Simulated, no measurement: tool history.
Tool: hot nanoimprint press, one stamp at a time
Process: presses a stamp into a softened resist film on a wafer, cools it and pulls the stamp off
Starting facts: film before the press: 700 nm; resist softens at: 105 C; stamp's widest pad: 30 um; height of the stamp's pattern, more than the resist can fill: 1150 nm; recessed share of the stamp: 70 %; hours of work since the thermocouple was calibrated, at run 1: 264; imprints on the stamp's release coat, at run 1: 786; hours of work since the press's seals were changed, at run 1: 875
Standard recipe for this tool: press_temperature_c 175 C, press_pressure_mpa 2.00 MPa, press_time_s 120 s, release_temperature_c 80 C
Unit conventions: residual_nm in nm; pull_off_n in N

| run | day | press_temperature_c | press_pressure_mpa | press_time_s | release_temperature_c | hours of work since the thermocouple was calibrated | imprints on the stamp's release coat | hours of work since the press's seals were changed | residual_nm | pull_off_n |
|---|---|---|---|---|---|---|---|---|---|---|
| 1 | 0.000 | 175 | 2.00 | 120 | 80 | 264 | 786 | 875 | 447.3 | 133 |
| 2 | 2.483 | 175 | 2.00 | 120 | 80 | 300 | 922 | 911 | 456.0 | 139 |
| 3 | 4.317 | 175 | 2.00 | 120 | 80 | 326 | 1023 | 937 | 455.6 | 141 |
|  | 7.838 | stamp cleaned and given a new release coat |
| 4 | 8.233 | 175 | 2.00 | 120 | 80 | 380 | 22 | 991 | 462.4 | 103 |
| 5 | 9.888 | 175 | 2.00 | 120 | 80 | 404 | 113 | 1015 | 466.4 | 109 |
|  | 10.854 | plate thermocouple calibrated |
| 6 | 13.862 | 175 | 2.00 | 120 | 80 | 44 | 325 | 1071 | 485.5 | 114 |
| 7 | 16.775 | 175 | 2.00 | 120 | 80 | 86 | 486 | 1113 | 494.8 | 125 |
| 8 | 20.388 | 175 | 2.00 | 86 | 80 | 138 | 685 | 1165 | 535.9 | 134 |
| 9 | 23.075 | 175 | 2.00 | 86 | 80 | 177 | 832 | 1204 | 540.2 | 139 |
|  | 26.988 | press's hydraulic seals changed and the load cell set to zero |
| 10 | 26.988 | 175 | 2.00 | 86 | 80 | 229 | 1030 | 0 | 527.9 | 152 |
|  | 28.200 | plate thermocouple calibrated, once more |
| 11 | 29.408 | 175 | 2.00 | 120 | 80 | 18 | 1156 | 33 | 415.4 | 151 |
|  | 30.496 | stamp cleaned and given a new release coat |
| 12 | 33.346 | 175 | 2.00 | 120 | 80 | 71 | 157 | 87 | 420.8 | 107 |
| 13 | 36.417 | 172 | 2.00 | 120 | 80 | 116 | 326 | 131 | 473.9 | 108 |
| 14 | 38.071 | 172 | 2.43 | 121 | 78 | 140 | 417 | 156 | 442.8 | 119 |
| 15 | 40.162 | 164 | 2.88 | 215 | 68 | 170 | 532 | 186 | 484.5 | 142 |
| 16 | 43.600 | 164 | 2.88 | 215 | 68 | 220 | 722 | 236 | 489.9 | 154 |
| 17 | 46.475 | 164 | 2.88 | 215 | 68 | 262 | 880 | 278 | 503.0 | 163 |
| 18 | 49.708 | 186 | 2.00 | 163 | 80 | 309 | 1058 | 324 | 255.3 | 145 |
| 19 | 51.375 | 171 | 2.00 | 78 | 80 | 333 | 1150 | 349 | 561.1 | 149 |
|  | 52.612 | stamp cleaned and given a new release coat |
| 20 | 53.458 | 171 | 2.00 | 78 | 80 | 359 | 47 | 375 | 555.0 | 105 |
| 21 | 55.667 | 171 | 3.14 | 78 | 68 | 392 | 168 | 407 | 489.5 | 125 |
|  | 57.396 | plate thermocouple calibrated |
| 22 | 57.767 | 175 | 1.49 | 199 | 80 | 5 | 277 | 436 | 408.5 | 110 |
| 23 | 60.354 | 175 | 1.49 | 199 | 80 | 43 | 419 | 474 | 415.5 | 117 |

Below are 5 alternative next runs, each starting from the tool's condition after run 23. Predict each:
| A | 62.825 | 183 | 1.51 | 120 | 80 | 79 | 556 | 509 | ? | ? |
| B | 62.825 | 166 | 1.61 | 88 | 80 | 79 | 556 | 509 | ? | ? |
| C | 62.825 | 184 | 1.20 | 120 | 83 | 79 | 556 | 509 | ? | ? |
| D | 62.825 | 182 | 1.49 | 120 | 80 | 79 | 556 | 509 | ? | ? |
| E | 62.825 | 175 | 1.49 | 89 | 77 | 79 | 556 | 509 | ? | ? |

| run | residual_nm | pull_off_n |
|---|---|---|
| A | 358.7 | 122 |
| B | 622.5 | 122 |
| C | 387.1 | 114 |
| D | 375.1 | 119 |
| E | 515.6 | 129 |
Take away the tool's hidden state, keep each run's random variation, and the runs would have read:
| run | residual_nm | pull_off_n |
|---|---|---|
| A | 348.8 | 98 |
| B | 615.6 | 99 |
| C | 377.9 | 92 |
| D | 365.0 | 96 |
| E | 505.5 | 104 |

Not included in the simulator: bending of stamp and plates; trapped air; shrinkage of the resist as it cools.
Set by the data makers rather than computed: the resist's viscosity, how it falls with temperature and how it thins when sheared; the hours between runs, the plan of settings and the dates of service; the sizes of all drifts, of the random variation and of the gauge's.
